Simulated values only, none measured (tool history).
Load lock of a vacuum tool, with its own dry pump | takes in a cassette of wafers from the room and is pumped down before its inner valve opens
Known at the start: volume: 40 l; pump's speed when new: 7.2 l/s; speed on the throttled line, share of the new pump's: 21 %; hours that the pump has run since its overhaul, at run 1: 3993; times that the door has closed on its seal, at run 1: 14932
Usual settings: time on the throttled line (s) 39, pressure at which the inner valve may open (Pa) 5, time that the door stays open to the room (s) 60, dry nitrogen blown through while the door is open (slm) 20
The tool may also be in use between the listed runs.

| run | hour | time on the throttled line (s) | pressure at which the inner valve may open (Pa) | time that the door stays open to the room (s) | dry nitrogen blown through while the door is open (slm) | hours that the pump has run since its overhaul | times that the door has closed on its seal | incoming humidity of the room's air, % | time from the closed door until the inner valve may open (s) | rise of the pressure with all valves shut (Pa/min) |
|---|---|---|---|---|---|---|---|---|---|---|
| 1 | 0.0 | 39 | 5 | 60 | 20 | 3993 | 14932 | 46.2 | 87.3 | 0.086 |
| 2 | 485.5 | 39 | 5 | 60 | 20 | 4478 | 16685 | 45.6 | 87.9 | 0.094 |
| 3 | 839.2 | 39 | 5 | 60 | 20 | 4832 | 17962 | 42.0 | 87.6 | 0.100 |
| 4 | 1294.5 | 39 | 5 | 60 | 20 | 5287 | 19606 | 45.3 | 87.8 | 0.105 |
| 5 | 1642.8 | 39 | 5 | 60 | 8 | 5636 | 20863 | 44.8 | 87.9 | 0.118 |
| 6 | 2049.3 | 39 | 5 | 60 | 21 | 6042 | 22331 | 43.3 | 90.2 | 0.115 |
| 7 | 2564.4 | 39 | 5 | 60 | 21 | 6557 | 24190 | 48.1 | 88.6 | 0.121 |
| 8 | 3008.7 | 25 | 5 | 60 | 21 | 7001 | 25794 | 46.5 | 77.6 | 0.138 |
| 9 | 3513.1 | 25 | 5 | 60 | 21 | 7506 | 27616 | 42.4 | 78.4 | 0.139 |
| 10 | 4049.3 | 63 | 5 | 60 | 20 | 8042 | 29551 | 44.5 | 108.1 | 0.165 |
| 11 | 4514.8 | 63 | 5 | 60 | 20 | 8508 | 31232 | 43.4 | 108.9 | 0.167 |
| 12 | 4844.4 | 39 | 5 | 123 | 20 | 8837 | 32422 | 43.4 | 90.9 | 0.183 |
| 13 | 5125.0 | 39 | 5 | 60 | 20 | 9118 | 33435 | 46.1 | 89.9 | 0.182 |
| 14 | 5570.9 | 39 | 5 | 60 | 20 | 9564 | 35045 | 46.2 | 90.2 | 0.190 |
| 15 | 6089.9 | 39 | 5 | 142 | 20 | 10083 | 36919 | 43.6 | 90.2 | 0.220 |
| 16 | 6630.2 | 39 | 5 | 142 | 20 | 10623 | 38870 | 44.3 | 91.1 | 0.227 |
| 17 | 7142.4 | 39 | 5 | 122 | 20 | 11135 | 40719 | 47.3 | 89.9 | 0.241 |
| 18 | 7505.8 | 39 | 5 | 30 | 20 | 11499 | 42031 | 47.4 | 91.2 | 0.240 |
| 19 | 7857.9 | 39 | 5 | 30 | 20 | 11851 | 43302 | 43.2 | 90.1 | 0.245 |
| 20 | 8194.3 | 39 | 5 | 30 | 20 | 12187 | 44516 | 43.0 | 91.1 | 0.254 |
| 21 | 8466.9 | 39 | 8 | 60 | 20 | 12460 | 45501 | 43.3 | 89.3 | 0.271 |
| 22 | 8804.7 | 39 | 8 | 91 | 5 | 12797 | 46720 | 45.5 | 88.8 | 0.301 |
| 23 | 9189.5 | 39 | 6 | 60 | 34 | 13182 | 48110 | 49.9 | 89.4 | 0.293 |
| 24 | 9571.2 | 61 | 5 | 60 | 8 | 13564 | 49488 | 45.4 | 108.9 | 0.314 |
| 25 | 10088.9 | 51 | 8 | 60 | 20 | 14082 | 51357 | 46.7 | 98.5 | 0.323 |
| 26 | 10467.5 | 39 | 5 | 60 | 20 | 14460 | 52724 | 45.8 | 92.2 | 0.329 |
| 27 | 10840.1 | 24 | 6 | 139 | 8 | 14833 | 54069 | 45.6 | 79.0 | 0.366 |
| 28 | 11085.5 | 32 | 7 | 139 | 12 | 15078 | 54955 | 42.4 | 84.4 | 0.363 |
| 29 | 11410.9 | 48 | 5 | 54 | 20 | 15404 | 56130 | 40.2 | 99.6 | 0.362 |
| 30 | 11638.3 | 48 | 9 | 238 | 20 | 15631 | 56951 | 47.3 | 95.8 | 0.395 |
| 31 | 11895.3 | 43 | 8 | 51 | 33 | 15888 | 57879 | 46.9 | 92.7 | 0.381 |
| 32 | 12312.8 | 39 | 10 | 60 | 5 | 16306 | 59386 | 45.2 | 88.5 | 0.416 |
| 33 | 12720.6 | 39 | 8 | 60 | 20 | 16713 | 60858 | 45.1 | 89.5 | 0.413 |
| 34 | 13028.2 | 39 | 8 | 60 | 20 | 17021 | 61969 | 45.8 | 89.2 | 0.421 |
| 35 | 13350.9 | 29 | 8 | 79 | 20 | 17344 | 63134 | 45.5 | 82.1 | 0.450 |
| 36 | 13731.4 | 39 | 7 | 111 | 37 | 17724 | 64508 | 42.9 | 91.3 | 0.443 |

For some of the steps in time from the closed door until the inner valve may open (s) from one run to the next: how much would appear even if the tool had no hidden state, given the settings, what came in and random variation, and how much remains for the hidden state plus any gauge scatter that the measured result and the result without hidden state don't share?
What the log doesn't record here: pump's speed, % of a new pump's; leak at the door's seal, Pa l/s; drift of the gauge itself on ready_s, %; drift of the gauge itself on rise_pa_min, %.
Run 9 -> 10: time on the throttled line (s) 25 -> 63, dry nitrogen blown through while the door is open (slm) 21 -> 20. time from the closed door until the inner valve may open (s) +29.7: hidden state -0.2, all else +29.9.
Run 11 -> 12: time on the throttled line (s) 63 -> 39, time that the door stays open to the room (s) 60 -> 123. time from the closed door until the inner valve may open (s) -18.0: hidden state +0.5, all else -18.5.
Run 23 -> 24: time on the throttled line (s) 39 -> 61, pressure at which the inner valve may open (Pa) 6 -> 5, dry nitrogen blown through while the door is open (slm) 34 -> 8. time from the closed door until the inner valve may open (s) +19.5: hidden state -0.1, all else +19.6.
Run 25 -> 26: time on the throttled line (s) 51 -> 39, pressure at which the inner valve may open (Pa) 8 -> 5. time from the closed door until the inner valve may open (s) -6.3: hidden state +0.7, all else -7.0.
Run 26 -> 27: time on the throttled line (s) 39 -> 24, pressure at which the inner valve may open (Pa) 5 -> 6, time that the door stays open to the room (s) 60 -> 139, dry nitrogen blown through while the door is open (slm) 20 -> 8. time from the closed door until the inner valve may open (s) -13.2: hidden state +0.4, all else -13.6.
